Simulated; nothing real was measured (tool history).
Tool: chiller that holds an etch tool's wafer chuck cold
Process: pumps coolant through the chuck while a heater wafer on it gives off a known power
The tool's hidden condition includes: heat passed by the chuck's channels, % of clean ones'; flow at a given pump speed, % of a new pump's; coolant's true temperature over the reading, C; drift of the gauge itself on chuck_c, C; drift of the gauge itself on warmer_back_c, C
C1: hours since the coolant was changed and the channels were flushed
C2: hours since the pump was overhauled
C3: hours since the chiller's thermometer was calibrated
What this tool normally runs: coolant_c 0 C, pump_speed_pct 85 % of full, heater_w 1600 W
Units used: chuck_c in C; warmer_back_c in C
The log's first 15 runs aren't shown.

{"run": 16, "hour": 841.8, "coolant_c": 0, "pump_speed_pct": 86, "heater_w": 1600, "C1": 330, "C2": 190, "C3": 3776, "chuck_c": 14, "warmer_back_c": 5.39}
{"run": 17, "hour": 889.1, "coolant_c": 3, "pump_speed_pct": 88, "heater_w": 1277, "C1": 378, "C2": 237, "C3": 3824, "chuck_c": 14.1, "warmer_back_c": 4.23}
{"run": 18, "hour": 974.2, "coolant_c": 3, "pump_speed_pct": 88, "heater_w": 1277, "C1": 463, "C2": 323, "C3": 3909, "chuck_c": 14.3, "warmer_back_c": 4.23}
{"run": 19, "hour": 1024.3, "coolant_c": -3, "pump_speed_pct": 67, "heater_w": 1362, "C1": 513, "C2": 373, "C3": 3959, "chuck_c": 11.7, "warmer_back_c": 5.98}
{"run": 20, "hour": 1096.0, "coolant_c": -9, "pump_speed_pct": 85, "heater_w": 856, "C1": 584, "C2": 444, "C3": 4031, "chuck_c": -1.5, "warmer_back_c": 2.95}
{"run": 21, "hour": 1149.8, "coolant_c": 5, "pump_speed_pct": 91, "heater_w": 1143, "C1": 638, "C2": 498, "C3": 4084, "chuck_c": 14.7, "warmer_back_c": 3.69}
{"run": 22, "hour": 1205.9, "coolant_c": 5, "pump_speed_pct": 91, "heater_w": 1143, "C1": 694, "C2": 554, "C3": 4140, "chuck_c": 14.5, "warmer_back_c": 3.7}
{"run": 23, "hour": 1248.4, "coolant_c": 3, "pump_speed_pct": 91, "heater_w": 1083, "C1": 737, "C2": 597, "C3": 4183, "chuck_c": 12.1, "warmer_back_c": 3.43}
{"run": 24, "hour": 1308.9, "coolant_c": 0, "pump_speed_pct": 62, "heater_w": 1281, "C1": 797, "C2": 657, "C3": 4244, "chuck_c": 15, "warmer_back_c": 6.12}
{"run": 25, "hour": 1378.3, "coolant_c": 0, "pump_speed_pct": 62, "heater_w": 1281, "C1": 867, "C2": 727, "C3": 4313, "chuck_c": 15, "warmer_back_c": 6.1}
{"run": 26, "hour": 1431.9, "coolant_c": 0, "pump_speed_pct": 62, "heater_w": 1281, "C1": 920, "C2": 780, "C3": 4367, "chuck_c": 15, "warmer_back_c": 6.14}
{"run": 27, "hour": 1515.3, "coolant_c": 0, "pump_speed_pct": 62, "heater_w": 1281, "C1": 1004, "C2": 864, "C3": 4450, "chuck_c": 14.9, "warmer_back_c": 6.12}
{"run": 28, "hour": 1584.5, "coolant_c": 0, "pump_speed_pct": 62, "heater_w": 1281, "C1": 1073, "C2": 933, "C3": 4519, "chuck_c": 15, "warmer_back_c": 6.21}
{"run": 29, "hour": 1630.9, "coolant_c": -4, "pump_speed_pct": 85, "heater_w": 1244, "C1": 1119, "C2": 979, "C3": 4566, "chuck_c": 7.4, "warmer_back_c": 4.47}
{"run": 30, "hour": 1686.7, "coolant_c": -4, "pump_speed_pct": 85, "heater_w": 1244, "C1": 1175, "C2": 1035, "C3": 4621, "chuck_c": 7.5, "warmer_back_c": 4.36}
{"run": 31, "hour": 1729.6, "coolant_c": -4, "pump_speed_pct": 85, "heater_w": 1244, "C1": 1218, "C2": 1078, "C3": 4664, "chuck_c": 7.3, "warmer_back_c": 4.36}

Predict each of these 4 candidate next runs independently; none follows another, all start after run 31:
{"run": "A", "hour": 1768.6, "coolant_c": 0, "pump_speed_pct": 70, "heater_w": 1600, "C1": 1257, "C2": 1117, "C3": 4703, "chuck_c": "?", "warmer_back_c": "?"}
{"run": "B", "hour": 1768.6, "coolant_c": 3, "pump_speed_pct": 81, "heater_w": 1244, "C1": 1257, "C2": 1117, "C3": 4703, "chuck_c": "?", "warmer_back_c": "?"}
{"run": "C", "hour": 1768.6, "coolant_c": -4, "pump_speed_pct": 85, "heater_w": 1110, "C1": 1257, "C2": 1117, "C3": 4703, "chuck_c": "?", "warmer_back_c": "?"}
{"run": "D", "hour": 1768.6, "coolant_c": -7, "pump_speed_pct": 61, "heater_w": 1212, "C1": 1257, "C2": 1117, "C3": 4703, "chuck_c": "?", "warmer_back_c": "?"}

run=A chuck_c=17.4 warmer_back_c=6.88
run=B chuck_c=14.9 warmer_back_c=4.63
run=C chuck_c=6.1 warmer_back_c=3.93
run=D chuck_c=7.6 warmer_back_c=6
With no hidden state in the tool, these same runs would have given:
run=A chuck_c=16.8 warmer_back_c=6.69
run=B chuck_c=14.6 warmer_back_c=4.5
run=C chuck_c=5.9 warmer_back_c=3.82
run=D chuck_c=7.2 warmer_back_c=5.83
